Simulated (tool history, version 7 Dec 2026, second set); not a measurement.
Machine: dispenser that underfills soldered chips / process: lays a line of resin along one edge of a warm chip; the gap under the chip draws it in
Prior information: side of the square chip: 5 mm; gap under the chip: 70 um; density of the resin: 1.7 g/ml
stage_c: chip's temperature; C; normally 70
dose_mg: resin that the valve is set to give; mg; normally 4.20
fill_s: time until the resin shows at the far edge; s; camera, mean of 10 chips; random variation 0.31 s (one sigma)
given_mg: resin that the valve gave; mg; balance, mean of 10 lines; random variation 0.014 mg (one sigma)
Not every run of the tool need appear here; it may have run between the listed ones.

run 1 day=0.000 | stage_c=70 dose_mg=4.20 | fill_s=9.4 given_mg=4.15
-- day=0.142 new syringe of resin
run 2 day=0.208 | stage_c=65 dose_mg=4.20 | fill_s=8.0 given_mg=4.14
run 3 day=0.417 | stage_c=65 dose_mg=4.20 | fill_s=10.4 given_mg=4.19
run 4 day=0.525 | stage_c=81 dose_mg=4.20 | fill_s=6.2 given_mg=4.15
run 5 day=0.708 | stage_c=74 dose_mg=4.20 | fill_s=9.1 given_mg=4.14
-- day=0.742 new syringe of resin
run 6 day=0.933 | stage_c=74 dose_mg=4.20 | fill_s=6.8 given_mg=4.13
run 7 day=1.075 | stage_c=70 dose_mg=4.20 | fill_s=8.7 given_mg=4.17
run 8 day=1.292 | stage_c=70 dose_mg=4.20 | fill_s=9.5 given_mg=4.09
-- day=1.338 new syringe of resin
run 9 day=1.538 | stage_c=70 dose_mg=4.20 | fill_s=7.8 given_mg=4.12
run 10 day=1.754 | stage_c=67 dose_mg=4.20 | fill_s=9.8 given_mg=4.13
-- day=1.921 new syringe of resin
run 11 day=1.983 | stage_c=75 dose_mg=4.33 | fill_s=5.4 given_mg=4.22
run 12 day=2.117 | stage_c=60 dose_mg=3.97 | fill_s=11.3 given_mg=3.89
run 13 day=2.250 | stage_c=60 dose_mg=3.75 | fill_s=13.1 given_mg=3.67
-- day=2.512 new syringe of resin
run 14 day=2.512 | stage_c=70 dose_mg=3.84 | fill_s=5.8 given_mg=3.74
run 15 day=2.650 | stage_c=70 dose_mg=4.98 | fill_s=7.3 given_mg=4.85
run 16 day=2.788 | stage_c=58 dose_mg=4.10 | fill_s=12.6 given_mg=3.97
run 17 day=3.004 | stage_c=64 dose_mg=3.65 | fill_s=12.8 given_mg=3.54
-- day=3.104 new syringe of resin
run 18 day=3.200 | stage_c=62 dose_mg=3.99 | fill_s=9.6 given_mg=3.87
run 19 day=3.446 | stage_c=74 dose_mg=4.20 | fill_s=7.2 given_mg=4.08
run 20 day=3.662 | stage_c=60 dose_mg=4.69 | fill_s=15.1 given_mg=4.50

Run by run, hidden condition taken away, random variation retained:
Unlogged tool condition in this case: resin's viscosity, % of fresh resin's; dose that the valve gives, % of what is set; true chip temperature over the reading, C; drift of the gauge itself on fill_s, %; drift of the gauge itself on given_mg, %.
run=1 fill_s=6.7 given_mg=4.19
run=2 fill_s=7.6 given_mg=4.19
run=3 fill_s=8.5 given_mg=4.24
run=4 fill_s=4.7 given_mg=4.20
run=5 fill_s=6.1 given_mg=4.20
run=6 fill_s=6.0 given_mg=4.19
run=7 fill_s=6.9 given_mg=4.24
run=8 fill_s=6.2 given_mg=4.17
run=9 fill_s=6.8 given_mg=4.20
run=10 fill_s=7.1 given_mg=4.22
run=11 fill_s=5.1 given_mg=4.32
run=12 fill_s=9.6 given_mg=3.98
run=13 fill_s=10.2 given_mg=3.76
run=14 fill_s=5.8 given_mg=3.84
run=15 fill_s=6.7 given_mg=4.97
run=16 fill_s=10.2 given_mg=4.08
run=17 fill_s=8.9 given_mg=3.65
run=18 fill_s=8.9 given_mg=3.99
run=19 fill_s=5.4 given_mg=4.21
run=20 fill_s=9.9 given_mg=4.65
